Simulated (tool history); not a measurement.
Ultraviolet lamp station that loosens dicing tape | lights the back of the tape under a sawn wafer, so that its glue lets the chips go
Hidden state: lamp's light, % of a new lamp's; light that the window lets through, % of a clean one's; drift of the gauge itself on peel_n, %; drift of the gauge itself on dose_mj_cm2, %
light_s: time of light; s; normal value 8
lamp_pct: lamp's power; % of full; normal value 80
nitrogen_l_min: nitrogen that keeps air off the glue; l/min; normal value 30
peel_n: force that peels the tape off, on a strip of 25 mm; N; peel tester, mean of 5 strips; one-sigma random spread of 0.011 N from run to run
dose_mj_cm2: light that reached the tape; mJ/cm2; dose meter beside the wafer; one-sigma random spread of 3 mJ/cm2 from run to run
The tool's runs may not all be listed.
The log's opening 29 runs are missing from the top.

run	hour	light_s	lamp_pct	nitrogen_l_min	hours of work of the lamp	hours of work since the window was cleaned	peel_n	dose_mj_cm2
30	340.4	10	80	30	284	40	0.337	517
31	347.9	12	68	24	287	44	0.372	521
32	364.4	12	73	24	295	51	0.344	564
33	379.9	7	61	19	301	57	1.375	274
34	392.8	5	91	34	307	63	1.054	292
35	399.5	9	80	30	310	66	0.452	453
36	409.1	6	61	12	314	70	2.110	234
37	418.8	5	84	12	318	74	1.814	263
38	430.0	8	80	28	323	79	0.607	408

What if the next run were any one of these 4? Each begins from the tool's condition after run 38:
A	440.2	9	80	20	327	84	?	?
B	440.2	7	97	28	327	84	?	?
C	440.2	5	80	28	327	84	?	?
D	440.2	8	80	38	327	84	?	?

run	peel_n	dose_mj_cm2
A	0.609	460
B	0.561	431
C	1.387	253
D	0.507	405
Stripped of hidden state, with their random variation kept, the same runs would have yielded:
run	peel_n	dose_mj_cm2
A	0.500	506
B	0.459	474
C	1.209	278
D	0.413	445

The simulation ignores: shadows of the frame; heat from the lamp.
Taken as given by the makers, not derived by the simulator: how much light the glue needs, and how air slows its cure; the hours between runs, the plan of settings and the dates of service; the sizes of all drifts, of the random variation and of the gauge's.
